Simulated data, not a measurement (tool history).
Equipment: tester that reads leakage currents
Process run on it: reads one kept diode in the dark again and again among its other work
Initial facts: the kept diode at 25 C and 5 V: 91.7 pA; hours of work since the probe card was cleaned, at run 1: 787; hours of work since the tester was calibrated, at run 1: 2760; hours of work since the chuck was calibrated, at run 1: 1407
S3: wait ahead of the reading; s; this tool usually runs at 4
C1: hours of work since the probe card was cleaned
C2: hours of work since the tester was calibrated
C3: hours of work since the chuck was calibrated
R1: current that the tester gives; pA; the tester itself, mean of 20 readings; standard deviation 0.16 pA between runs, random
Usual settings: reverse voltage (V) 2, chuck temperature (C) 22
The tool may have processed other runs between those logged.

Run 1, hour 0: usual settings; C1 787; C2 2760; C3 1407. Result: R1 48.98 pA.
Run 2, hour 94.9: usual settings; C1 849; C2 2821; C3 1468. Result: R1 48.77 pA.
Run 3, hour 245.4: usual settings; C1 946; C2 2919; C3 1565. Result: R1 48.77 pA.
Run 4, hour 418.9: usual settings but reverse voltage (V) 13.04; C1 1058; C2 3031; C3 1678. Result: R1 99.67 pA.
Run 5, hour 595.7: usual settings but reverse voltage (V) 13.04; C1 1172; C2 3145; C3 1792. Result: R1 100.08 pA.
Run 6, hour 682.4: usual settings but reverse voltage (V) 13.04; C1 1228; C2 3201; C3 1848. Result: R1 99.76 pA.
Run 7, hour 781: usual settings but reverse voltage (V) 3.28; C1 1292; C2 3265; C3 1912. Result: R1 59.03 pA.
Run 8, hour 918.3: usual settings but reverse voltage (V) 3.28; C1 1381; C2 3354; C3 2000. Result: R1 59.47 pA.
Run 9, hour 1017.3: usual settings but reverse voltage (V) 4.78; C1 1445; C2 3417; C3 2064. Result: R1 67.63 pA.
Run 10, hour 1121.9: usual settings but reverse voltage (V) 4.78; C1 1512; C2 3485; C3 2132. Result: R1 68.04 pA.
Run 11, hour 1323.9: usual settings but reverse voltage (V) 2.21; C1 1643; C2 3616; C3 2262. Result: R1 50.75 pA.
At hour 1464.4: chuck's temperature calibrated.
Run 12, hour 1498: usual settings but reverse voltage (V) 2.21; C1 1754; C2 3727; C3 22. Result: R1 50.97 pA.
Run 13, hour 1669.9: usual settings but reverse voltage (V) 2.21; C1 1865; C2 3838; C3 133. Result: R1 50.6 pA.
Run 14, hour 1842.2: usual settings but reverse voltage (V) 3.48; C1 1977; C2 3949; C3 244. Result: R1 60.48 pA.
Run 15, hour 2041: usual settings but S3 7.98 s; C1 2105; C2 4078; C3 373. Result: R1 48.8 pA.
Run 16, hour 2175.9: usual settings but S3 7.98 s; C1 2192; C2 4165; C3 460. Result: R1 49.17 pA.
Run 17, hour 2315.6: usual settings but S3 7.98 s; C1 2283; C2 4255; C3 550. Result: R1 48.78 pA.
Run 18, hour 2462.6: usual settings but S3 7.98 s; C1 2378; C2 4350; C3 645. Result: R1 48.76 pA.
Run 19, hour 2612: usual settings but S3 7.98 s; C1 2474; C2 4447; C3 742. Result: R1 48.8 pA.
Run 20, hour 2713.5: usual settings but S3 7.98 s; C1 2540; C2 4512; C3 807. Result: R1 48.72 pA.
Run 21, hour 2853.4: usual settings but S3 7.98 s; C1 2630; C2 4603; C3 898. Result: R1 48.94 pA.
Run 22, hour 2989.4: usual settings but reverse voltage (V) 1.48, chuck temperature (C) 25; C1 2718; C2 4691; C3 985. Result: R1 58 pA.
Run 23, hour 3170.1: usual settings but reverse voltage (V) 14.22, chuck temperature (C) 25, S3 8.87 s; C1 2835; C2 4807; C3 1102. Result: R1 135.79 pA.
Run 24, hour 3292.7: usual settings but reverse voltage (V) 1.02, chuck temperature (C) 56, S3 1.62 s; C1 2914; C2 4887; C3 1181. Result: R1 712.92 pA.
Run 25, hour 3444.9: usual settings but reverse voltage (V) 1.95, chuck temperature (C) 31, S3 0.41 s; C1 3012; C2 4985; C3 1280. Result: R1 112.95 pA.
Run 26, hour 3595.4: usual settings but reverse voltage (V) 4.01, chuck temperature (C) 27, S3 3.64 s; C1 3110; C2 5082; C3 1377. Result: R1 102.31 pA.
Run 27, hour 3689.2: usual settings but reverse voltage (V) 4.01, chuck temperature (C) 27, S3 3.64 s; C1 3170; C2 5143; C3 1438. Result: R1 101.66 pA.
Run 28, hour 3781.2: usual settings but reverse voltage (V) 4.01, chuck temperature (C) 27, S3 3.64 s; C1 3230; C2 5202; C3 1497. Result: R1 101.35 pA.
Run 29, hour 3882.8: usual settings but reverse voltage (V) 5.14, chuck temperature (C) 52, S3 9.54 s; C1 3295; C2 5268; C3 1563. Result: R1 957.38 pA.
Run 30, hour 4080.6: usual settings but reverse voltage (V) 1.24, chuck temperature (C) 52, S3 9.54 s; C1 3423; C2 5396; C3 1691. Result: R1 561.3 pA.
Run 31, hour 4182.6: usual settings but reverse voltage (V) 1.24, chuck temperature (C) 52, S3 9.54 s; C1 3489; C2 5462; C3 1757. Result: R1 563.11 pA.
Run 32, hour 4360.5: usual settings but reverse voltage (V) 1.24, chuck temperature (C) 52, S3 9.54 s; C1 3604; C2 5577; C3 1871. Result: R1 561.14 pA.
Run 33, hour 4477.8: usual settings but reverse voltage (V) 15.62, chuck temperature (C) 20, S3 2.66 s; C1 3680; C2 5652; C3 1947. Result: R1 88.32 pA.
Run 34, hour 4683.8: usual settings but reverse voltage (V) 6.98, chuck temperature (C) 33, S3 1.2 s; C1 3813; C2 5786; C3 2080. Result: R1 217.52 pA.
Run 35, hour 4801.7: usual settings but reverse voltage (V) 7.02, chuck temperature (C) 33, S3 1.35 s; C1 3889; C2 5862; C3 2157. Result: R1 218.04 pA.
At hour 4926: probe card cleaned and baked.
At hour 4940.5: tester calibrated.
Run 36, hour 4952.2: usual settings but reverse voltage (V) 1.36, chuck temperature (C) 25, S3 3.97 s; C1 16; C2 8; C3 2251. Result: R1 56.4 pA.
At hour 5108.5: chuck's temperature calibrated.
Run 37, hour 5108.9: usual settings but S3 1.08 s; C1 116; C2 108; C3 0. Result: R1 49.19 pA.
Run 38, hour 5301.3: usual settings but reverse voltage (V) 10.35, chuck temperature (C) 29, S3 0.94 s; C1 240; C2 232; C3 125. Result: R1 176.55 pA.
Run 39, hour 5392.8: usual settings but reverse voltage (V) 10.35, chuck temperature (C) 29, S3 0.94 s; C1 299; C2 291; C3 184. Result: R1 177.83 pA.

Below, each run's measurement less what the same run would have read without the hidden state. Both values contain the same run-to-run variation, but the gauge's scatter may not be the same in both:
The tool's hidden condition here consists of: stray current of the dirty probe card, pA a volt; current scale over the true one, %; true chuck temperature over the reading, C; drift of the gauge itself on leakage_pa, %.
run     R1
  1  -0.02
  2  -0.02
  3  -0.02
  4  -0.01
  5  -0.01
  6  -0.01
  7  -0.03
  8  -0.04
  9  -0.03
 10  -0.03
 11  -0.03
 12  +0.01
 13  +0.01
 14  +0.02
 15     +0
 16  +0.01
 17     +0
 18     +0
 19     +0
 20     +0
 21     +0
 22  -0.02
 23  +0.09
 24  -0.38
 25  -0.04
 26  -0.02
 27  -0.02
 28  -0.02
 29  -0.58
 30  -0.39
 31  -0.41
 32  -0.42
 33  +0.17
 34  -0.09
 35  -0.09
 36  -0.04
 37     +0
 38     +0
 39     +0
